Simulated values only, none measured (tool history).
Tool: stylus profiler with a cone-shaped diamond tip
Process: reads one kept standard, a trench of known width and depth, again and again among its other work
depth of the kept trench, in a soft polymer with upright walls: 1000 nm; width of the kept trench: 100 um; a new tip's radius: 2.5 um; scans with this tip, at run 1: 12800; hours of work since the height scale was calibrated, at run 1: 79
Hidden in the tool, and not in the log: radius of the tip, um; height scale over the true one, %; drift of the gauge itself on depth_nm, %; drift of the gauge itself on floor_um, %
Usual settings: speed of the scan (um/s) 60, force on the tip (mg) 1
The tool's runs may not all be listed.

| run | hour | speed of the scan (um/s) | force on the tip (mg) | scans with this tip | hours of work since the height scale was calibrated | depth of the trench (angstrom) | width of the trench's floor (um) |
|---|---|---|---|---|---|---|---|
| 1 | 0 | 60 | 1 | 12800 | 79 | 10031.8 | 94.37 |
| 2 | 65.2 | 60 | 1 | 13193 | 108 | 10031.2 | 94.3 |
| 3 | 130.8 | 60 | 1 | 13590 | 136 | 10036.5 | 94.26 |
| 4 | 164.1 | 60 | 1 | 13790 | 151 | 10032.1 | 94.23 |
| 5 | 237 | 60 | 1 | 14231 | 183 | 10038 | 94.2 |
| 6 | 273.1 | 105 | 2 | 14449 | 199 | 10059.2 | 94.12 |
| 7 | 303.6 | 105 | 2 | 14633 | 212 | 10053.2 | 94.13 |
| 8 | 351 | 65 | 0.77 | 14919 | 233 | 10029.5 | 94.08 |
| 9 | 416.9 | 74 | 1.05 | 15317 | 262 | 10041.5 | 94.09 |
| 10 | 488.6 | 55 | 1.13 | 15750 | 294 | 10042.3 | 94.1 |

Forecast each of these 4 alternatives for the next run:
| A | 527.5 | 17 | 0.94 | 15985 | 311 | ? | ? |
| B | 527.5 | 19 | 1.13 | 15985 | 311 | ? | ? |
| C | 527.5 | 171 | 0.72 | 15985 | 311 | ? | ? |
| D | 527.5 | 108 | 0.46 | 15985 | 311 | ? | ? |

| run | depth of the trench (angstrom) | width of the trench's floor (um) |
|---|---|---|
| A | 10038.3 | 94.26 |
| B | 10042.4 | 94.2 |
| C | 10029.8 | 93.53 |
| D | 10022.1 | 93.68 |
Without the tool's hidden state the same runs would have given:
| run | depth of the trench (angstrom) | width of the trench's floor (um) |
|---|---|---|
| A | 10037.2 | 95.98 |
| B | 10041.3 | 95.92 |
| C | 10028.7 | 95.26 |
| D | 10020.9 | 95.41 |

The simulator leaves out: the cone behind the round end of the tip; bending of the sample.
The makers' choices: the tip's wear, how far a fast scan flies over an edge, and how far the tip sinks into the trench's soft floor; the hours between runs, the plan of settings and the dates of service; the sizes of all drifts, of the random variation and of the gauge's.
